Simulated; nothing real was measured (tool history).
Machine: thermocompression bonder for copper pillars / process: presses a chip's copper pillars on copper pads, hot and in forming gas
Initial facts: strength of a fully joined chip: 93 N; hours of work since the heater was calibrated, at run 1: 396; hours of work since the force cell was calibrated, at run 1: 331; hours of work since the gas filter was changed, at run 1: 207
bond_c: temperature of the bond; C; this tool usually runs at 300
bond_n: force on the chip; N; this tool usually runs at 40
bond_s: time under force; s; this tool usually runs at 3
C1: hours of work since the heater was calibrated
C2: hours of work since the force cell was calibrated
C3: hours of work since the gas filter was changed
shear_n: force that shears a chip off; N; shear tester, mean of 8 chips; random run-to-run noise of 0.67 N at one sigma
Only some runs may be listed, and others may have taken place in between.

Run 1, hour 0.0: usual settings; C1 396; C2 331; C3 207. Result: shear_n 59.9 N.
Run 2, hour 20.2: usual settings; C1 411; C2 346; C3 222. Result: shear_n 61.6 N.
Run 3, hour 38.3: usual settings; C1 424; C2 360; C3 235. Result: shear_n 60.1 N.
At hour 44.5: forming gas filter changed.
Run 4, hour 65.1: usual settings but bond_c 327 C; C1 444; C2 379; C3 15. Result: shear_n 75.9 N.
Run 5, hour 94.8: usual settings but bond_c 329 C; C1 466; C2 401; C3 37. Result: shear_n 76.3 N.
Run 6, hour 117.8: usual settings but bond_c 286 C; C1 483; C2 418; C3 54. Result: shear_n 60.5 N.
Run 7, hour 136.5: usual settings but bond_c 286 C; C1 497; C2 432; C3 68. Result: shear_n 61.1 N.
Run 8, hour 158.9: usual settings but bond_n 27 N; C1 513; C2 448; C3 84. Result: shear_n 50.0 N.
Run 9, hour 181.8: usual settings; C1 530; C2 465; C3 101. Result: shear_n 64.5 N.
Run 10, hour 199.7: usual settings; C1 543; C2 478; C3 115. Result: shear_n 65.6 N.
Run 11, hour 225.0: usual settings; C1 562; C2 497; C3 133. Result: shear_n 64.1 N.
Run 12, hour 257.2: usual settings; C1 586; C2 521; C3 157. Result: shear_n 63.0 N.
Run 13, hour 273.7: usual settings but bond_c 299 C; C1 598; C2 533; C3 169. Result: shear_n 63.5 N.
Run 14, hour 303.1: usual settings but bond_c 299 C; C1 620; C2 555; C3 191. Result: shear_n 62.2 N.
Run 15, hour 333.4: usual settings but bond_c 299 C; C1 642; C2 577; C3 213. Result: shear_n 61.4 N.
Run 16, hour 349.7: usual settings but bond_c 305 C, bond_n 48 N, bond_s 2 s; C1 654; C2 589; C3 225. Result: shear_n 62.9 N.
At hour 369.9: forming gas filter changed.
Run 17, hour 375.0: usual settings but bond_n 34 N, bond_s 7 s; C1 672; C2 607; C3 4. Result: shear_n 74.8 N.
Run 18, hour 398.7: usual settings but bond_n 34 N, bond_s 7 s; C1 690; C2 625; C3 21. Result: shear_n 75.7 N.
Run 19, hour 425.0: usual settings but bond_n 34 N, bond_s 7 s; C1 709; C2 644; C3 41. Result: shear_n 74.7 N.
Run 20, hour 450.1: usual settings but bond_n 34 N, bond_s 7 s; C1 728; C2 663; C3 59. Result: shear_n 74.7 N.
Run 21, hour 476.0: usual settings but bond_c 299 C, bond_n 56 N, bond_s 2 s; C1 747; C2 682; C3 78. Result: shear_n 72.1 N.
Run 22, hour 492.2: usual settings but bond_c 320 C, bond_n 37 N, bond_s 6 s; C1 759; C2 694; C3 90. Result: shear_n 78.8 N.
Run 23, hour 519.9: usual settings but bond_c 320 C, bond_n 37 N; C1 779; C2 714; C3 111. Result: shear_n 69.1 N.
Run 24, hour 539.0: usual settings but bond_c 305 C; C1 793; C2 728; C3 125. Result: shear_n 66.2 N.
Run 25, hour 562.4: usual settings but bond_c 305 C; C1 810; C2 746; C3 142. Result: shear_n 65.8 N.
Run 26, hour 581.5: usual settings but bond_n 36 N; C1 825; C2 760; C3 156. Result: shear_n 60.7 N.
Run 27, hour 607.3: usual settings but bond_c 329 C, bond_n 34 N, bond_s 2 s; C1 844; C2 779; C3 175. Result: shear_n 61.1 N.
Run 28, hour 622.0: usual settings but bond_c 290 C, bond_n 46 N, bond_s 2 s; C1 854; C2 790; C3 186. Result: shear_n 58.6 N.
Run 29, hour 644.4: usual settings but bond_c 290 C, bond_n 46 N, bond_s 2 s; C1 871; C2 806; C3 203. Result: shear_n 59.9 N.

Branching from run 29: 4 alternative next runs. What would each branch give?
Run A, hour 660.8: usual settings but bond_c 274 C, bond_n 60 N, bond_s 8 s; C1 883; C2 818; C3 215. Result: shear_n ?.
Run B, hour 660.8: usual settings but bond_n 48 N, bond_s 7 s; C1 883; C2 818; C3 215. Result: shear_n ?.
Run C, hour 660.8: usual settings but bond_c 309 C, bond_n 34 N, bond_s 2 s; C1 883; C2 818; C3 215. Result: shear_n ?.
Run D, hour 660.8: usual settings but bond_c 293 C, bond_n 33 N, bond_s 8 s; C1 883; C2 818; C3 215. Result: shear_n ?.

run  shear_n
  A     75.9
  B     77.5
  C     54.4
  D     66.3
What these runs would have given with no unlogged condition in the tool:
run  shear_n
  A     83.0
  B     84.6
  C     57.1
  D     70.9
